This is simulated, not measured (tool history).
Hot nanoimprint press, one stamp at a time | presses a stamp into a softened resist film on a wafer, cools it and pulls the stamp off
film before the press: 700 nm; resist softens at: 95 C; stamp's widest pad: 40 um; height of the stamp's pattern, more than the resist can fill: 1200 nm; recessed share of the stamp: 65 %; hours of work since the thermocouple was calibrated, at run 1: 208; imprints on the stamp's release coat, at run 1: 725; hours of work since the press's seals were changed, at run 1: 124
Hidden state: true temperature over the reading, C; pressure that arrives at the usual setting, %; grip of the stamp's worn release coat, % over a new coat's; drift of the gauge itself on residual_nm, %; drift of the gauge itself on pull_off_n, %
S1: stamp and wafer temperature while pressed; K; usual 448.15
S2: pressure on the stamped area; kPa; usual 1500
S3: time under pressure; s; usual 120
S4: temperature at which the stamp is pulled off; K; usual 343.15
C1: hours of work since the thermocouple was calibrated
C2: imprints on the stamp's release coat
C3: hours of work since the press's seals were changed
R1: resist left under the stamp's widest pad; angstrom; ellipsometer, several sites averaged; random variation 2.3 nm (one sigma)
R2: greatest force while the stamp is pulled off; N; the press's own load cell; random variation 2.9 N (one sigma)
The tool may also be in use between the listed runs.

Run 1, hour 0.0: usual settings; C1 208; C2 725; C3 124. Result: R1 3726 angstrom, R2 176 N.
Run 2, hour 5.1: usual settings; C1 211; C2 750; C3 127. Result: R1 3726 angstrom, R2 180 N.
Run 3, hour 13.0: usual settings; C1 217; C2 789; C3 133. Result: R1 3695 angstrom, R2 177 N.
Run 4, hour 20.7: usual settings but S3 153 s; C1 222; C2 827; C3 138. Result: R1 3460 angstrom, R2 173 N.
Run 5, hour 28.5: usual settings but S4 328.15 K; C1 227; C2 866; C3 143. Result: R1 3703 angstrom, R2 236 N.
Run 6, hour 33.0: usual settings but S4 328.15 K; C1 230; C2 888; C3 147. Result: R1 3701 angstrom, R2 239 N.
Run 7, hour 39.5: usual settings but S4 328.15 K; C1 235; C2 921; C3 151. Result: R1 3767 angstrom, R2 238 N.
Run 8, hour 48.7: usual settings but S4 328.15 K; C1 241; C2 966; C3 157. Result: R1 3715 angstrom, R2 237 N.
Run 9, hour 55.9: usual settings but S4 328.15 K; C1 246; C2 1002; C3 162. Result: R1 3687 angstrom, R2 242 N.
Run 10, hour 61.9: usual settings but S4 328.15 K; C1 250; C2 1032; C3 166. Result: R1 3696 angstrom, R2 253 N.
Run 11, hour 67.7: usual settings but S4 328.15 K; C1 254; C2 1061; C3 170. Result: R1 3732 angstrom, R2 258 N.
Run 12, hour 73.5: usual settings but S4 328.15 K; C1 258; C2 1090; C3 174. Result: R1 3727 angstrom, R2 248 N.
Run 13, hour 79.2: usual settings; C1 262; C2 1118; C3 178. Result: R1 3716 angstrom, R2 191 N.
Run 14, hour 85.6: usual settings but S1 442.15 K; C1 266; C2 1150; C3 183. Result: R1 4523 angstrom, R2 200 N.
Run 15, hour 89.9: usual settings but S1 442.15 K; C1 269; C2 1171; C3 185. Result: R1 4522 angstrom, R2 202 N.
Run 16, hour 96.1: usual settings but S3 65 s; C1 274; C2 1202; C3 190. Result: R1 4439 angstrom, R2 191 N.
Run 17, hour 103.1: usual settings but S3 65 s; C1 278; C2 1237; C3 194. Result: R1 4456 angstrom, R2 207 N.
Run 18, hour 110.5: usual settings but S3 65 s; C1 283; C2 1273; C3 200. Result: R1 4436 angstrom, R2 202 N.
Run 19, hour 118.4: usual settings but S1 457.15 K, S2 1060 kPa, S4 342.15 K; C1 289; C2 1313; C3 205. Result: R1 3413 angstrom, R2 207 N.
Run 20, hour 122.9: usual settings but S1 457.15 K, S2 1060 kPa, S4 342.15 K; C1 292; C2 1335; C3 208. Result: R1 3391 angstrom, R2 211 N.
Run 21, hour 131.8: usual settings but S1 437.15 K, S2 1600 kPa, S3 231 s, S4 330.15 K; C1 298; C2 1379; C3 214. Result: R1 4319 angstrom, R2 260 N.
At hour 135.3: plate thermocouple calibrated.
Run 22, hour 142.3: usual settings but S1 437.15 K, S2 1600 kPa, S3 231 s, S4 330.15 K; C1 5; C2 1416; C3 219. Result: R1 4375 angstrom, R2 269 N.
Run 23, hour 150.8: usual settings but S1 437.15 K, S2 1600 kPa, S3 74 s, S4 348.15 K; C1 11; C2 1459; C3 225. Result: R1 5604 angstrom, R2 194 N.
At hour 161.9: plate thermocouple calibrated, once more.
Run 24, hour 162.7: usual settings but S1 449.15 K, S3 153 s; C1 1; C2 1503; C3 231. Result: R1 3342 angstrom, R2 211 N.
Run 25, hour 168.9: usual settings but S1 449.15 K, S2 1720 kPa, S3 146 s, S4 336.15 K; C1 5; C2 1533; C3 235. Result: R1 3146 angstrom, R2 241 N.
Run 26, hour 175.9: usual settings but S1 449.15 K, S2 1720 kPa, S3 146 s, S4 336.15 K; C1 10; C2 1569; C3 240. Result: R1 3137 angstrom, R2 243 N.
Run 27, hour 180.1: usual settings but S2 950 kPa, S3 209 s, S4 336.15 K; C1 12; C2 1589; C3 243. Result: R1 3940 angstrom, R2 240 N.
Run 28, hour 187.8: usual settings but S2 950 kPa, S3 209 s, S4 336.15 K; C1 18; C2 1628; C3 248. Result: R1 3949 angstrom, R2 248 N.
Run 29, hour 195.6: usual settings but S1 451.15 K, S2 1030 kPa, S3 68 s, S4 337.15 K; C1 23; C2 1666; C3 254. Result: R1 4728 angstrom, R2 259 N.
Run 30, hour 199.7: usual settings but S1 451.15 K, S2 1310 kPa, S3 68 s, S4 337.15 K; C1 26; C2 1687; C3 256. Result: R1 4237 angstrom, R2 251 N.

Forecast each of these 4 alternatives for the next run:
At hour 207.4: stamp cleaned and given a new release coat.
Run A, hour 214.7: usual settings but S1 451.15 K, S2 1310 kPa, S3 73 s, S4 337.15 K; C1 32; C2 36; C3 263. Result: R1 ?, R2 ?.
At hour 207.4: stamp cleaned and given a new release coat.
Run B, hour 214.7: usual settings but S2 1810 kPa, S3 123 s, S4 331.15 K; C1 32; C2 36; C3 263. Result: R1 ?, R2 ?.
At hour 207.4: stamp cleaned and given a new release coat.
Run C, hour 214.7: usual settings but S1 451.15 K, S2 1310 kPa, S3 161 s, S4 337.15 K; C1 32; C2 36; C3 263. Result: R1 ?, R2 ?.
At hour 207.4: stamp cleaned and given a new release coat.
Run D, hour 214.7: usual settings but S1 456.15 K, S2 1440 kPa, S3 66 s, S4 337.15 K; C1 32; C2 36; C3 263. Result: R1 ?, R2 ?.

run    R1   R2
  A  4189  152
  B  3351  176
  C  3314  152
  D  3542  157
Without the tool's hidden state the same runs would have given:
run    R1   R2
  A  4138  150
  B  3290  173
  C  3268  150
  D  3491  155
